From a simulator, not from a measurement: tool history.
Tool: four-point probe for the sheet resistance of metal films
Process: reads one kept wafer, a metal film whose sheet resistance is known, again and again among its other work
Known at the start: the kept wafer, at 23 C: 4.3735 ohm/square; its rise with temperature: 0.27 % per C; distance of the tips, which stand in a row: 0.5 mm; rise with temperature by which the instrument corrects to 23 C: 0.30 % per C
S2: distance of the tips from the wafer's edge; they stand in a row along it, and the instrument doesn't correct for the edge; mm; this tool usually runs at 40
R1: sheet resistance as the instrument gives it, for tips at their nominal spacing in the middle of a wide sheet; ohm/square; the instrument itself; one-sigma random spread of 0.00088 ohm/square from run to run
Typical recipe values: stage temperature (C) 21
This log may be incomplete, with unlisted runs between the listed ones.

run 1 hour=0 | stage_temperature_(C)=21 S2=40 | R1=4.363613
run 2 hour=42.1 | stage_temperature_(C)=21 S2=40 | R1=4.362734
run 3 hour=83.7 | stage_temperature_(C)=21 S2=40 | R1=4.364305
run 4 hour=117.7 | stage_temperature_(C)=21 S2=40 | R1=4.363741
run 5 hour=137 | stage_temperature_(C)=21 S2=7 | R1=4.376116
run 6 hour=163.3 | stage_temperature_(C)=21 S2=40 | R1=4.365124
run 7 hour=200.2 | stage_temperature_(C)=21 S2=40 | R1=4.365358
run 8 hour=225.2 | stage_temperature_(C)=21 S2=40 | R1=4.365135
run 9 hour=261.9 | stage_temperature_(C)=21 S2=40 | R1=4.365282
run 10 hour=286.8 | stage_temperature_(C)=21 S2=40 | R1=4.366535
run 11 hour=312.6 | stage_temperature_(C)=21 S2=40 | R1=4.366433
run 12 hour=344.9 | stage_temperature_(C)=21 S2=40 | R1=4.366591
run 13 hour=383.8 | stage_temperature_(C)=21 S2=40 | R1=4.364959
run 14 hour=428.7 | stage_temperature_(C)=21 S2=40 | R1=4.370904
run 15 hour=473 | stage_temperature_(C)=23 S2=40 | R1=4.368435
run 16 hour=500.5 | stage_temperature_(C)=23 S2=40 | R1=4.367881
run 17 hour=522.2 | stage_temperature_(C)=23 S2=40 | R1=4.371035
run 18 hour=560 | stage_temperature_(C)=20 S2=40 | R1=4.372858
run 19 hour=579.5 | stage_temperature_(C)=29 S2=5 | R1=4.387859
run 20 hour=618.1 | stage_temperature_(C)=19 S2=50 | R1=4.375565
run 21 hour=651.5 | stage_temperature_(C)=19 S2=50 | R1=4.37572
run 22 hour=682.3 | stage_temperature_(C)=19 S2=57 | R1=4.375679
run 23 hour=705.9 | stage_temperature_(C)=19 S2=57 | R1=4.37474
run 24 hour=738.5 | stage_temperature_(C)=19 S2=57 | R1=4.37696
run 25 hour=756.4 | stage_temperature_(C)=23 S2=40 | R1=4.372005
run 26 hour=782.2 | stage_temperature_(C)=27 S2=4 | R1=4.403916
run 27 hour=819.1 | stage_temperature_(C)=27 S2=4 | R1=4.405162
run 28 hour=841.6 | stage_temperature_(C)=23 S2=40 | R1=4.372186
run 29 hour=869.9 | stage_temperature_(C)=19 S2=24 | R1=4.378205
run 30 hour=904.5 | stage_temperature_(C)=32 S2=6 | R1=4.379934
run 31 hour=945.2 | stage_temperature_(C)=22 S2=6 | R1=4.391836
run 32 hour=979.1 | stage_temperature_(C)=35 S2=25 | R1=4.364859
run 33 hour=1023.9 | stage_temperature_(C)=23 S2=25 | R1=4.375632
run 34 hour=1045 | stage_temperature_(C)=24 S2=39 | R1=4.372879
run 35 hour=1075.5 | stage_temperature_(C)=24 S2=39 | R1=4.374995

Put back what was entered between runs (2 entries, withheld): which listed runs does each sit between, and how does the hidden state differ from the listed run before to the listed run after?
After run 10, before run 11: stage's thermometer calibrated (hour 290.9)
  inner tips' distance over the nominal, %: -0.148 -> -0.141; tips' flats over new ones', %: 15 -> 16; wafer's true temperature over the reading, C: -0.24 -> -0.29
  measured result minus the result with no hidden state, R1: -0.009863 -> -0.01021 ohm/square
After run 13, before run 14: stage's thermometer calibrated, once more (hour 407.8)
  inner tips' distance over the nominal, %: -0.121 -> -0.109; tips' flats over new ones', %: 18 -> 19; wafer's true temperature over the reading, C: -0.31 -> 0.02
  measured result minus the result with no hidden state, R1: -0.009435 -> -0.004859 ohm/square

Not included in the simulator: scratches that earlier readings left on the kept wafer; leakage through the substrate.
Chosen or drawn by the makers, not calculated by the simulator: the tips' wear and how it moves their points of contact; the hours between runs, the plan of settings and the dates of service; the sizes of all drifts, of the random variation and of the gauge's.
